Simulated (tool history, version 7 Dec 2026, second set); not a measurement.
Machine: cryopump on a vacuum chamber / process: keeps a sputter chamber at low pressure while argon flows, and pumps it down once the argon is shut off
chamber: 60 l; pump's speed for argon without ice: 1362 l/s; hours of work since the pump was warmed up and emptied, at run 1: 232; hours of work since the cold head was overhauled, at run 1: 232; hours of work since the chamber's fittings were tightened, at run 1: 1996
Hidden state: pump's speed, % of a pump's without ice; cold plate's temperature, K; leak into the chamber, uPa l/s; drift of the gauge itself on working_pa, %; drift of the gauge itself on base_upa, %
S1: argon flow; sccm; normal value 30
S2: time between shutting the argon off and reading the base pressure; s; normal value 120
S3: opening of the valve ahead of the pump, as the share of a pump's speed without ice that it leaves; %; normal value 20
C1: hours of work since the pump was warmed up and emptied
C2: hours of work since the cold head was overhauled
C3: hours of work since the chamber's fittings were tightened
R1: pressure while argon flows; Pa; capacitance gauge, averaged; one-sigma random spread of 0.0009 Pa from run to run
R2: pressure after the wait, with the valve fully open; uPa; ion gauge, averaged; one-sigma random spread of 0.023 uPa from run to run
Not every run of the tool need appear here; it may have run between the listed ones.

run	hour	S1	S2	S3	C1	C2	C3	R1	R2
1	0	30	120	20	232	232	1996	0.1889	3.22
2	12	30	120	20	237	237	2001	0.1899	3.13
3	32.5	30	120	20	246	246	2010	0.1872	3.17
4	51.7	30	45	20	254	254	2018	0.1883	4.06
5	63.7	30	45	20	259	259	2022	0.1889	4.22
6	78	30	120	57	265	265	2028	0.0695	3.25
7	94.3	30	120	20	271	271	2035	0.1894	3.28
8	105.3	30	120	15	276	276	2040	0.251	3.22
9	129.1	30	120	15	286	286	2049	0.2527	3.35
10	149.3	30	120	20	294	294	2058	0.1883	3.35
11	175.1	30	120	20	305	305	2068	0.1911	3.37
12	198.1	16	120	22	314	314	2078	0.0925	3.33
13	220.3	24	120	20	323	323	2087	0.152	3.4
14	244.3	24	120	20	333	333	2097	0.1514	3.34
15	257.3	24	120	20	339	339	2102	0.1523	3.44
16	270.8	24	120	20	344	344	2108	0.1532	3.49
17	294.3	24	137	23	354	354	2118	0.1328	3.47
18	308.5	24	137	34	360	360	2123	0.092	3.37
19	322.3	30	181	20	365	365	2129	0.1919	3.41
20	337.3	35	120	22	372	372	2135	0.2042	3.52
21	357.4	30	28	20	380	380	2144	0.1912	5.35

What if the next run were any one of these 3? Each begins from the tool's condition after run 21:
A	371.3	46	120	20	386	386	2149	?	?
B	371.3	30	24	20	386	386	2149	?	?
C	371.3	30	28	20	386	386	2149	?	?

run	R1	R2
A	0.2914	3.57
B	0.1902	5.69
C	0.1915	5.35
Had the tool no hidden state, the same runs would have come out as:
run	R1	R2
A	0.283	0.8
B	0.1848	2.95
C	0.186	2.59
